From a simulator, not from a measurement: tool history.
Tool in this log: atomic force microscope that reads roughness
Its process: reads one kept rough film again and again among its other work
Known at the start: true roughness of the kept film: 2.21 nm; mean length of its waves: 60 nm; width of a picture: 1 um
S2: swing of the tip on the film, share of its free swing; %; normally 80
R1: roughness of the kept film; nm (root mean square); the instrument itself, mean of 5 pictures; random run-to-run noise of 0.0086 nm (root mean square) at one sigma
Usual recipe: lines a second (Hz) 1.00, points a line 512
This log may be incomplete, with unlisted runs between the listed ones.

run 1 day=0.000 | lines_a_second_(Hz)=1.00 S2=80 points_a_line=512 | R1=2.102
run 2 day=0.917 | lines_a_second_(Hz)=1.00 S2=80 points_a_line=512 | R1=2.083
run 3 day=1.554 | lines_a_second_(Hz)=1.00 S2=80 points_a_line=512 | R1=2.102
run 4 day=2.038 | lines_a_second_(Hz)=1.00 S2=80 points_a_line=512 | R1=2.083
run 5 day=2.871 | lines_a_second_(Hz)=1.00 S2=80 points_a_line=512 | R1=2.091
run 6 day=3.608 | lines_a_second_(Hz)=1.00 S2=80 points_a_line=512 | R1=2.105
run 7 day=4.121 | lines_a_second_(Hz)=0.60 S2=80 points_a_line=512 | R1=2.115
run 8 day=4.867 | lines_a_second_(Hz)=0.60 S2=80 points_a_line=512 | R1=2.122
run 9 day=5.658 | lines_a_second_(Hz)=0.75 S2=80 points_a_line=512 | R1=2.110
run 10 day=6.262 | lines_a_second_(Hz)=2.13 S2=80 points_a_line=512 | R1=2.015
run 11 day=7.308 | lines_a_second_(Hz)=2.13 S2=80 points_a_line=512 | R1=2.018
run 12 day=8.421 | lines_a_second_(Hz)=0.86 S2=65 points_a_line=512 | R1=2.138
run 13 day=9.075 | lines_a_second_(Hz)=0.50 S2=81 points_a_line=555 | R1=2.139
run 14 day=9.858 | lines_a_second_(Hz)=1.69 S2=82 points_a_line=522 | R1=2.035
run 15 day=10.388 | lines_a_second_(Hz)=3.52 S2=84 points_a_line=433 | R1=1.873
run 16 day=11.029 | lines_a_second_(Hz)=3.52 S2=84 points_a_line=433 | R1=1.872

Between the runs listed above, the log contained 2 entries, not reproduced here. Where in the sequence does each belong, and how does what the log doesn't record of the tool's condition differ from the listed run before to the listed run after?
After run 4, before run 5: new tip fitted (day 2.858)
  radius of the tip, nm: 7.6 -> 7
After run 12, before run 13: new tip fitted (day 8.638)
  radius of the tip, nm: 7.7 -> 7.1
